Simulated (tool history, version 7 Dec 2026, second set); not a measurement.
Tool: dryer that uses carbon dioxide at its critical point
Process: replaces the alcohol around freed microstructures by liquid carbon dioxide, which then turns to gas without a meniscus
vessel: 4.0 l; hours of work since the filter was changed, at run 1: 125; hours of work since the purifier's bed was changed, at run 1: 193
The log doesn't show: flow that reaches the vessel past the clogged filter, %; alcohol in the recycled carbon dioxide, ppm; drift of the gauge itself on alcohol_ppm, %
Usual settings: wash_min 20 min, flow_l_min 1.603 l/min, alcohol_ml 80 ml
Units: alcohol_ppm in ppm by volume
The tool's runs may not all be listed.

run,hour,wash_min,flow_l_min,alcohol_ml,hours of work since the filter was changed,hours of work since the purifier's bed was changed,alcohol_ppm
1,0.0,20,1.603,80,125,193,82
2,16.7,20,1.603,80,137,204,80
3,37.0,20,1.420,80,151,218,124
4,57.7,20,1.420,80,165,233,122
5,71.3,20,1.420,80,175,242,126
6,83.1,30,1.420,80,183,250,76
7,100.8,20,1.603,80,195,263,100
8,121.7,20,1.603,80,210,277,107
9,135.7,20,1.603,80,219,287,112
10,157.3,20,1.603,80,234,302,118
11,176.2,20,1.603,80,247,315,119
12,192.2,20,1.603,80,259,326,127
13,208.3,20,1.603,57,270,337,114
14,228.8,20,1.200,57,284,352,205
15,244.9,20,1.200,57,295,363,206
16,264.3,18,1.603,80,309,376,165
17,281.5,20,1.603,33,321,388,122
18,290.8,20,1.603,33,327,395,123
19,309.6,21,1.010,56,340,408,300
20,328.6,21,1.010,56,353,421,312

The next listed run, before its measurement:
21,350.3,23,1.220,48,368,436,?

alcohol_ppm: 156 ppm by volume
Without the tool's hidden state the same run would have given alcohol_ppm 20 ppm by volume.

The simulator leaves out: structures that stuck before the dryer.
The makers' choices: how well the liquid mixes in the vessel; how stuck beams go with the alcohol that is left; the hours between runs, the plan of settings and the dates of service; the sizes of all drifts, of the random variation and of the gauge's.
